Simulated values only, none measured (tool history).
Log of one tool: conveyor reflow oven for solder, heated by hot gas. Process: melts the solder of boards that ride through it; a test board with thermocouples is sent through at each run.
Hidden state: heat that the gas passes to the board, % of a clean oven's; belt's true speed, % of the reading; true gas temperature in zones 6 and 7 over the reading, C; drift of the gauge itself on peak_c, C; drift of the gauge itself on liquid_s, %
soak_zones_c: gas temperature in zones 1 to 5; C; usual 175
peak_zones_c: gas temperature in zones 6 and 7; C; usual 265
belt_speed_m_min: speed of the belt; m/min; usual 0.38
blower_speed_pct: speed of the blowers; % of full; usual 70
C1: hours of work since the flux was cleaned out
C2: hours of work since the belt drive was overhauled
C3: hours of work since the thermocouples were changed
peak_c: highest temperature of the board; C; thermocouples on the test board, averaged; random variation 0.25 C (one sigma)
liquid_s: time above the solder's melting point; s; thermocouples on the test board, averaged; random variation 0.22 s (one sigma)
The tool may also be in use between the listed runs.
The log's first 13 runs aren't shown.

{"run": 14, "hour": 675.3, "soak_zones_c": 175, "peak_zones_c": 265, "belt_speed_m_min": 0.335, "blower_speed_pct": 70, "C1": 79, "C2": 228, "C3": 599, "peak_c": 252.2, "liquid_s": 97.1}
{"run": 15, "hour": 730.0, "soak_zones_c": 175, "peak_zones_c": 265, "belt_speed_m_min": 0.335, "blower_speed_pct": 70, "C1": 115, "C2": 264, "C3": 635, "peak_c": 252.2, "liquid_s": 97.2}
{"run": 16, "hour": 803.6, "soak_zones_c": 175, "peak_zones_c": 265, "belt_speed_m_min": 0.38, "blower_speed_pct": 54, "C1": 163, "C2": 312, "C3": 683, "peak_c": 243.9, "liquid_s": 71.7}
{"run": 17, "hour": 844.2, "soak_zones_c": 175, "peak_zones_c": 265, "belt_speed_m_min": 0.38, "blower_speed_pct": 54, "C1": 190, "C2": 338, "C3": 709, "peak_c": 243.5, "liquid_s": 71.4}
{"run": 18, "hour": 875.4, "soak_zones_c": 175, "peak_zones_c": 265, "belt_speed_m_min": 0.38, "blower_speed_pct": 54, "C1": 210, "C2": 359, "C3": 729, "peak_c": 243.5, "liquid_s": 71.5}
{"run": 19, "hour": 912.1, "soak_zones_c": 177, "peak_zones_c": 273, "belt_speed_m_min": 0.38, "blower_speed_pct": 73, "C1": 234, "C2": 383, "C3": 753, "peak_c": 256.1, "liquid_s": 89.2}
{"run": 20, "hour": 960.5, "soak_zones_c": 165, "peak_zones_c": 265, "belt_speed_m_min": 0.38, "blower_speed_pct": 68, "C1": 265, "C2": 414, "C3": 785, "peak_c": 245.6, "liquid_s": 71}
{"run": 21, "hour": 995.7, "soak_zones_c": 180, "peak_zones_c": 271, "belt_speed_m_min": 0.429, "blower_speed_pct": 53, "C1": 288, "C2": 437, "C3": 808, "peak_c": 244.6, "liquid_s": 64.5}
{"run": 22, "hour": 1026.1, "soak_zones_c": 180, "peak_zones_c": 271, "belt_speed_m_min": 0.429, "blower_speed_pct": 53, "C1": 308, "C2": 457, "C3": 828, "peak_c": 244.4, "liquid_s": 63.7}
{"run": 23, "hour": 1058.5, "soak_zones_c": 180, "peak_zones_c": 271, "belt_speed_m_min": 0.429, "blower_speed_pct": 53, "C1": 329, "C2": 478, "C3": 849, "peak_c": 243.9, "liquid_s": 64.1}
{"run": 24, "hour": 1119.0, "soak_zones_c": 180, "peak_zones_c": 271, "belt_speed_m_min": 0.429, "blower_speed_pct": 53, "C1": 369, "C2": 518, "C3": 888, "peak_c": 244.1, "liquid_s": 63.3}
{"hour": 1146.0, "done": "flux residue cleaned out of gas plates and filters"}
{"run": 25, "hour": 1175.2, "soak_zones_c": 180, "peak_zones_c": 271, "belt_speed_m_min": 0.429, "blower_speed_pct": 53, "C1": 19, "C2": 551, "C3": 922, "peak_c": 244.9, "liquid_s": 66}
{"run": 26, "hour": 1206.4, "soak_zones_c": 180, "peak_zones_c": 271, "belt_speed_m_min": 0.429, "blower_speed_pct": 53, "C1": 39, "C2": 572, "C3": 942, "peak_c": 245.2, "liquid_s": 65.7}

The next listed run, before its measurement:
{"run": 27, "hour": 1258.9, "soak_zones_c": 177, "peak_zones_c": 255, "belt_speed_m_min": 0.31, "blower_speed_pct": 72, "C1": 74, "C2": 606, "C3": 977, "peak_c": "?", "liquid_s": "?"}

peak_c: 244.8 C
liquid_s: 99.4 s
Without the tool's hidden state the same run would have given peak_c 247.5 C, liquid_s 101.4 s.
